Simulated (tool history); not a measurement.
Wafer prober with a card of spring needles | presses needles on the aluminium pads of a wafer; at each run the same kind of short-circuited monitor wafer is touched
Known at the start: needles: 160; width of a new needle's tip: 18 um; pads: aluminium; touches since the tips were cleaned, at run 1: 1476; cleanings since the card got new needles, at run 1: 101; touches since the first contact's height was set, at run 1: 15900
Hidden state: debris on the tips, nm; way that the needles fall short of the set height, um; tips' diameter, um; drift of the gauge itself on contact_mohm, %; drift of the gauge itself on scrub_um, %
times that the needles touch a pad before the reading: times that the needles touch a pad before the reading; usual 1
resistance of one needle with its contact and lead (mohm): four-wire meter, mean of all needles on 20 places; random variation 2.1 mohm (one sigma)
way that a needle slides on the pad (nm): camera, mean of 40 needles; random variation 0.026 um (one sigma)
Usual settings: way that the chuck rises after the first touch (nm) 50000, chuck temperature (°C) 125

run,hour,way that the chuck rises after the first touch (nm),chuck temperature (°C),times that the needles touch a pad before the reading,touches since the tips were cleaned,cleanings since the card got new needles,touches since the first contact's height was set,resistance of one needle with its contact and lead (mohm),way that a needle slides on the pad (nm)
1,0,50000,125,1,1476,101,15900,268,10150
# hour 7.1: tips cleaned on abrasive film
# hour 18.9: tips cleaned on abrasive film
# hour 28.3: tips cleaned on abrasive film
# hour 37.7: tips cleaned on abrasive film
# hour 47.2: tips cleaned on abrasive film
# hour 58.9: tips cleaned on abrasive film
2,66.8,42000,125,1,4079,107,50029,342,8400
# hour 69.3: tips cleaned on abrasive film
# hour 78.7: tips cleaned on abrasive film
# hour 90.5: tips cleaned on abrasive film
# hour 102.2: tips cleaned on abrasive film
# hour 114: tips cleaned on abrasive film
3,118.2,50000,28,1,2160,112,76229,278,9950
# hour 125.3: tips cleaned on abrasive film
# hour 134.7: tips cleaned on abrasive film
# hour 146.5: tips cleaned on abrasive film
# hour 158.2: tips cleaned on abrasive film
# hour 170: tips cleaned on abrasive film
# hour 179.4: tips cleaned on abrasive film
# hour 188.9: tips cleaned on abrasive film
4,189.6,50000,28,1,355,119,112643,239,9770
# hour 199: tips cleaned on abrasive film
# hour 208.4: tips cleaned on abrasive film
# hour 217.9: tips cleaned on abrasive film
# hour 229.6: tips cleaned on abrasive film
# hour 241.4: tips cleaned on abrasive film
5,245,41000,125,1,1866,124,140953,328,7890
# hour 252.1: tips cleaned on abrasive film
# hour 261.5: tips cleaned on abrasive film
# hour 271: tips cleaned on abrasive film
# hour 282.7: tips cleaned on abrasive film
6,291.8,41000,51,1,4687,128,164873,370,7810
# hour 294.3: tips cleaned on abrasive film
# hour 303.7: tips cleaned on abrasive film
# hour 311: height of the first contact set anew
# hour 313.4: tips cleaned on abrasive film
# hour 325.2: tips cleaned on abrasive film
# hour 337: tips cleaned on abrasive film
7,343.5,41000,51,1,3376,133,16598,347,8290
# hour 348.3: tips cleaned on abrasive film
# hour 357.7: tips cleaned on abrasive film
# hour 367.1: tips cleaned on abrasive film
# hour 376.6: tips cleaned on abrasive film
# hour 388.3: tips cleaned on abrasive film
8,388.3,41000,51,1,0,138,39424,229,8200
# hour 397.7: tips cleaned on abrasive film
# hour 407.2: tips cleaned on abrasive film
# hour 418.9: tips cleaned on abrasive film
# hour 430.7: tips cleaned on abrasive film
# hour 440.1: tips cleaned on abrasive film
# hour 451.9: tips cleaned on abrasive film
9,453.6,50000,125,1,859,144,72736,261,9970
# hour 463: tips cleaned on abrasive film
# hour 472.4: tips cleaned on abrasive film
# hour 481.9: tips cleaned on abrasive film
10,489,50000,125,1,3703,147,90862,306,9850
# hour 491.5: tips cleaned on abrasive film
# hour 500.9: tips cleaned on abrasive film
# hour 510.3: tips cleaned on abrasive film
# hour 522.1: tips cleaned on abrasive film
# hour 533.9: tips cleaned on abrasive film
# hour 543.3: tips cleaned on abrasive film
11,547.7,50000,125,1,2285,153,120795,305,9770
# hour 554.8: tips cleaned on abrasive film
# hour 566.6: tips cleaned on abrasive film
# hour 576: tips cleaned on abrasive film
# hour 585.5: tips cleaned on abrasive film
# hour 597.2: tips cleaned on abrasive film
12,602.4,50000,125,1,2686,158,148723,322,9730
# hour 607.2: tips cleaned on abrasive film
# hour 619: tips cleaned on abrasive film
# hour 628.4: tips cleaned on abrasive film
# hour 637.8: tips cleaned on abrasive film
# hour 649.6: tips cleaned on abrasive film
# hour 652.2: height of the first contact set anew
# hour 659.3: tips cleaned on abrasive film
# hour 671.1: tips cleaned on abrasive film
13,679.4,31000,68,2,4260,165,13876,379,6260
# hour 681.8: tips cleaned on abrasive film
# hour 693.6: tips cleaned on abrasive film
# hour 703: tips cleaned on abrasive film
# hour 714.7: tips cleaned on abrasive film
14,719.4,31000,68,1,2409,169,34315,409,6240
# hour 726.4: tips cleaned on abrasive film
# hour 735.8: tips cleaned on abrasive film
# hour 747.6: tips cleaned on abrasive film
15,754.9,33000,125,1,3777,172,52449,440,6600
# hour 757.4: tips cleaned on abrasive film
# hour 769.1: tips cleaned on abrasive film
# hour 778.6: tips cleaned on abrasive film
# hour 788: tips cleaned on abrasive film
# hour 799.7: tips cleaned on abrasive film
# hour 809.2: tips cleaned on abrasive film
# hour 820.9: tips cleaned on abrasive film
16,821.5,39000,57,2,296,179,86403,234,7640
# hour 831: tips cleaned on abrasive film
# hour 840.4: tips cleaned on abrasive film
# hour 852.1: tips cleaned on abrasive film
# hour 863.9: tips cleaned on abrasive film
17,866.4,54000,42,2,1271,183,109312,238,10640
# hour 873.5: tips cleaned on abrasive film
# hour 885.2: tips cleaned on abrasive film
# hour 894.7: tips cleaned on abrasive film
# hour 904.1: tips cleaned on abrasive film
# hour 913.7: tips cleaned on abrasive film
18,913.7,54000,42,2,0,188,133452,213,10600
# hour 923.2: tips cleaned on abrasive film
# hour 934.9: tips cleaned on abrasive film
# hour 944.4: tips cleaned on abrasive film
# hour 956.1: tips cleaned on abrasive film
# hour 965.6: tips cleaned on abrasive film
19,971,47000,73,1,2809,193,162707,326,9060
# hour 975.8: tips cleaned on abrasive film
# hour 985.2: tips cleaned on abrasive film
# hour 992.5: height of the first contact set anew
# hour 994.9: tips cleaned on abrasive film
# hour 1004.4: tips cleaned on abrasive film
# hour 1013.8: tips cleaned on abrasive film
20,1014.4,31000,47,1,315,198,11132,286,6250
# hour 1023.8: tips cleaned on abrasive film
# hour 1035.6: tips cleaned on abrasive film
# hour 1047.4: tips cleaned on abrasive film
21,1049.1,31000,105,1,867,201,28827,336,6220
# hour 1058.5: tips cleaned on abrasive film
# hour 1067.9: tips cleaned on abrasive film
# hour 1077.3: tips cleaned on abrasive film
# hour 1089.1: tips cleaned on abrasive film
# hour 1100.9: tips cleaned on abrasive film
# hour 1110.3: tips cleaned on abrasive film
22,1119.2,31000,105,1,4581,207,64659,543,6120
# hour 1121.6: tips cleaned on abrasive film
# hour 1131.1: tips cleaned on abrasive film
# hour 1140.5: tips cleaned on abrasive film
# hour 1152.3: tips cleaned on abrasive film
# hour 1161.7: tips cleaned on abrasive film
# hour 1173.5: tips cleaned on abrasive film
# hour 1185.5: card fitted with new needles
# hour 1197.2: tips cleaned on abrasive film
23,1205.9,50000,64,1,4458,1,10467,280,10130
# hour 1208.3: tips cleaned on abrasive film
# hour 1217.7: tips cleaned on abrasive film
# hour 1227.2: tips cleaned on abrasive film
# hour 1236.6: tips cleaned on abrasive film
24,1245.3,33000,78,1,4478,5,30570,378,6620

3 ways to go on from here, each from the tool as it stands after run 24. What would each give?
# hour 1247.7: tips cleaned on abrasive film
# hour 1259.5: tips cleaned on abrasive film
# hour 1271.2: tips cleaned on abrasive film
# hour 1280.7: tips cleaned on abrasive film
# hour 1292.4: tips cleaned on abrasive film
# hour 1304.2: tips cleaned on abrasive film
A,1306.8,50000,30,1,1341,11,61960,?,?
# hour 1247.7: tips cleaned on abrasive film
# hour 1259.5: tips cleaned on abrasive film
# hour 1271.2: tips cleaned on abrasive film
# hour 1280.7: tips cleaned on abrasive film
# hour 1292.4: tips cleaned on abrasive film
# hour 1304.2: tips cleaned on abrasive film
B,1306.8,52000,78,1,1341,11,61960,?,?
# hour 1247.7: tips cleaned on abrasive film
# hour 1259.5: tips cleaned on abrasive film
# hour 1271.2: tips cleaned on abrasive film
# hour 1280.7: tips cleaned on abrasive film
# hour 1292.4: tips cleaned on abrasive film
# hour 1304.2: tips cleaned on abrasive film
C,1306.8,50000,125,1,1341,11,61960,?,?

run,resistance of one needle with its contact and lead (mohm),way that a needle slides on the pad (nm)
A,242,9980
B,247,10380
C,261,9950
Without the tool's hidden state the same runs would have given:
run,resistance of one needle with its contact and lead (mohm),way that a needle slides on the pad (nm)
A,204,10180
B,214,10590
C,227,10160
